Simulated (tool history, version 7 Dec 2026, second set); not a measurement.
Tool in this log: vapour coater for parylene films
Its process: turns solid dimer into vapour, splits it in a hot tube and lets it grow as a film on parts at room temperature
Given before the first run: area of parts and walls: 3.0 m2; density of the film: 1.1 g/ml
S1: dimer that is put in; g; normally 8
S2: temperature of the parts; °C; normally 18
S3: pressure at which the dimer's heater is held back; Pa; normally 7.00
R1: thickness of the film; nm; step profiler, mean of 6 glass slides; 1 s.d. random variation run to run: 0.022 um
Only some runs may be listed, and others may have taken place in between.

run 1 hour=0.0 | S1=8 S2=18 S3=7.00 | R1=1380
run 2 hour=21.7 | S1=8 S2=18 S3=7.00 | R1=1370
run 3 hour=50.2 | S1=8 S2=18 S3=7.00 | R1=1350
run 4 hour=62.7 | S1=5 S2=18 S3=7.00 | R1=850
run 5 hour=80.3 | S1=8 S2=18 S3=4.14 | R1=1430
run 6 hour=99.1 | S1=8 S2=18 S3=4.14 | R1=1440
run 7 hour=125.3 | S1=8 S2=18 S3=4.14 | R1=1440
run 8 hour=138.7 | S1=8 S2=18 S3=4.14 | R1=1470
run 9 hour=162.1 | S1=7 S2=13 S3=2.46 | R1=1500
run 10 hour=177.5 | S1=10 S2=24 S3=7.97 | R1=1390
run 11 hour=194.0 | S1=8 S2=22 S3=7.00 | R1=1230

Not shown here: 1 entry made in the log between runs. Locate each between two listed runs and compare the hidden state at the listed run before it with the hidden state at the listed run after it:
After run 9, before run 10: table's thermometer calibrated (hour 177.5)
  true temperature of the parts over the reading, C: 0.03 -> 0

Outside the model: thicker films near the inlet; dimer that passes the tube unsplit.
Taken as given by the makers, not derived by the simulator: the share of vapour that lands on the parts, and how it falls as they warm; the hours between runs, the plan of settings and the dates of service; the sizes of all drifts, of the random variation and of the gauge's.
